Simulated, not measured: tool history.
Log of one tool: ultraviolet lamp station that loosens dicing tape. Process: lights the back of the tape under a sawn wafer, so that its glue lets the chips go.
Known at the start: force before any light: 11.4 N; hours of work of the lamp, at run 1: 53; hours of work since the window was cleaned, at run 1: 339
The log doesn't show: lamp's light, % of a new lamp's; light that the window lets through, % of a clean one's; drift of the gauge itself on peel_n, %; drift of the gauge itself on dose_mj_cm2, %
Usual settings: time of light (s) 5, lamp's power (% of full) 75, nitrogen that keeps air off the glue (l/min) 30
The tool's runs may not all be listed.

run,hour,time of light (s),lamp's power (% of full),nitrogen that keeps air off the glue (l/min),hours of work of the lamp,hours of work since the window was cleaned,force that peels the tape off (N),light that reached the tape (J/m2)
1,0,5,75,30,53,339,0.749,3390
2,24.9,5,98,30,67,353,0.376,4470
3,50.1,5,98,30,82,367,0.374,4390
4,64,5,98,30,90,375,0.357,4400
5,76.1,5,67,30,97,382,1,3030
6,95.2,5,75,35,108,393,0.711,3380
7,117.3,5,75,35,120,406,0.71,3390
8,132.6,5,75,35,129,414,0.719,3400
9,145.7,5,75,21,136,422,0.917,3340
10,160.8,5,75,21,145,430,0.911,3370
11,182.3,5,75,57,157,443,0.57,3420
12,205.1,5,75,57,170,456,0.572,3380
13,227,5,75,47,183,468,0.62,3390
14,251.5,5,75,30,197,482,0.735,3340
15,263.3,4,75,30,204,489,1.3,2680
16,286.7,4,75,30,217,502,1.333,2720
17,311.9,4,75,30,231,517,1.273,2740
18,324.5,4,77,11,239,524,1.985,2770
19,347.2,3,62,19,252,537,3.252,1700
20,364.2,3,62,19,261,547,3.265,1660
21,387.7,3,62,46,275,560,2.549,1660
22,401.4,3,62,46,283,568,2.609,1650
23,413.6,5,99,30,290,575,0.36,4430
# hour 424: window cleaned of glue's vapour
24,429.7,5,99,30,298,3,0.369,4470

Forecast run 25:
25,453.9,3,96,30,312,17,?,?

force that peels the tape off (N): 1.437
light that reached the tape (J/m2): 2580
Without the tool's hidden state the same run would have given force that peels the tape off (N) 1.435, light that reached the tape (J/m2) 2580.
